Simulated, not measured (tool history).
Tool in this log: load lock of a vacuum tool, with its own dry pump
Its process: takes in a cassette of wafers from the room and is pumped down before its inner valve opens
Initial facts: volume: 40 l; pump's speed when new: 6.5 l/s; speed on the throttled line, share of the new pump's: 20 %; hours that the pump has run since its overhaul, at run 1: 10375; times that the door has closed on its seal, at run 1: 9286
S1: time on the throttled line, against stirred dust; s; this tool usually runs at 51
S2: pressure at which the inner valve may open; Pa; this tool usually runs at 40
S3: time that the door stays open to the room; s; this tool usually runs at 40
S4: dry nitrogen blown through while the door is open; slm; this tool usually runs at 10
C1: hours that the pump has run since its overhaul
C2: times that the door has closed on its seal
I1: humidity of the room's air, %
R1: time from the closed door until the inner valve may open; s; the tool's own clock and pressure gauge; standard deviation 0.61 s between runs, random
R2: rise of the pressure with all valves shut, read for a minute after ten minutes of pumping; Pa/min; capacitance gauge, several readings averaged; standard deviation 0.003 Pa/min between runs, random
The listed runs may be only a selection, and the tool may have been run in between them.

Run 1, hour 0.0: usual settings; C1 10375; C2 9286; I1 47.6. Result: R1 93.7 s, R2 0.038 Pa/min.
Run 2, hour 64.6: usual settings; C1 10440; C2 9404; I1 44.1. Result: R1 93.5 s, R2 0.041 Pa/min.
Run 3, hour 150.1: usual settings; C1 10525; C2 9559; I1 44.3. Result: R1 93.1 s, R2 0.038 Pa/min.
Run 4, hour 262.7: usual settings; C1 10638; C2 9764; I1 46.6. Result: R1 92.6 s, R2 0.041 Pa/min.
Run 5, hour 322.7: usual settings but S4 7 slm; C1 10698; C2 9873; I1 45.4. Result: R1 92.0 s, R2 0.044 Pa/min.
Run 6, hour 428.1: usual settings but S4 7 slm; C1 10803; C2 10065; I1 45.9. Result: R1 92.9 s, R2 0.041 Pa/min.
Run 7, hour 530.8: usual settings but S1 34 s; C1 10906; C2 10252; I1 44.7. Result: R1 80.3 s, R2 0.044 Pa/min.
Run 8, hour 641.5: usual settings but S1 34 s; C1 11017; C2 10453; I1 47.1. Result: R1 79.7 s, R2 0.048 Pa/min.
Run 9, hour 701.0: usual settings; C1 11076; C2 10562; I1 45.4. Result: R1 93.4 s, R2 0.045 Pa/min.
Run 10, hour 806.2: usual settings but S2 31 Pa; C1 11181; C2 10753; I1 47.1. Result: R1 95.5 s, R2 0.048 Pa/min.
Run 11, hour 909.4: usual settings but S2 31 Pa; C1 11285; C2 10941; I1 43.0. Result: R1 95.1 s, R2 0.044 Pa/min.
Run 12, hour 982.2: usual settings but S2 31 Pa; C1 11357; C2 11073; I1 40.8. Result: R1 95.5 s, R2 0.044 Pa/min.
Run 13, hour 1079.3: usual settings but S4 7 slm; C1 11454; C2 11250; I1 43.8. Result: R1 94.8 s, R2 0.044 Pa/min.
Run 14, hour 1180.0: usual settings but S4 12 slm; C1 11555; C2 11433; I1 45.5. Result: R1 93.7 s, R2 0.048 Pa/min.
Run 15, hour 1285.2: usual settings but S3 148 s; C1 11660; C2 11625; I1 45.0. Result: R1 93.2 s, R2 0.067 Pa/min.
Run 16, hour 1398.4: usual settings but S1 76 s, S3 100 s; C1 11774; C2 11831; I1 46.0. Result: R1 112.2 s, R2 0.061 Pa/min.
Run 17, hour 1503.0: usual settings but S1 32 s, S2 51 Pa, S3 48 s; C1 11878; C2 12021; I1 44.6. Result: R1 77.3 s, R2 0.052 Pa/min.
Run 18, hour 1573.8: usual settings but S1 53 s, S2 33 Pa, S3 197 s, S4 27 slm; C1 11949; C2 12150; I1 48.6. Result: R1 96.1 s, R2 0.069 Pa/min.
Run 19, hour 1666.8: usual settings but S1 30 s, S3 108 s, S4 6 slm; C1 12042; C2 12319; I1 46.3. Result: R1 77.4 s, R2 0.068 Pa/min.
Run 20, hour 1762.0: usual settings but S1 36 s, S2 75 Pa, S3 92 s, S4 5 slm; C1 12137; C2 12492; I1 44.9. Result: R1 77.0 s, R2 0.066 Pa/min.
Run 21, hour 1822.7: usual settings but S1 36 s, S2 75 Pa, S3 92 s, S4 5 slm; C1 12198; C2 12603; I1 45.7. Result: R1 77.6 s, R2 0.068 Pa/min.

Below are 5 alternative next runs, each starting from the tool's condition after run 21. Predict each:
Run A, hour 1894.0: usual settings but S3 29 s; C1 12269; C2 12732; I1 46.5. Result: R1 ?, R2 ?.
Run B, hour 1894.0: usual settings but S1 94 s, S2 75 Pa, S3 209 s, S4 5 slm; C1 12269; C2 12732; I1 38.2. Result: R1 ?, R2 ?.
Run C, hour 1894.0: usual settings but S1 36 s, S2 75 Pa, S3 46 s, S4 5 slm; C1 12269; C2 12732; I1 44.9. Result: R1 ?, R2 ?.
Run D, hour 1894.0: usual settings but S4 16 slm; C1 12269; C2 12732; I1 44.0. Result: R1 ?, R2 ?.
Run E, hour 1894.0: usual settings but S1 94 s, S2 49 Pa, S3 92 s, S4 9 slm; C1 12269; C2 12732; I1 46.0. Result: R1 ?, R2 ?.

run     R1     R2
  A   92.8  0.049
  B  122.2  0.081
  C   78.3  0.059
  D   93.9  0.047
  E  124.0  0.060
What these runs would have given with no unlogged condition in the tool:
run     R1     R2
  A   88.0  0.025
  B  119.0  0.056
  C   73.5  0.034
  D   89.1  0.022
  E  120.5  0.035
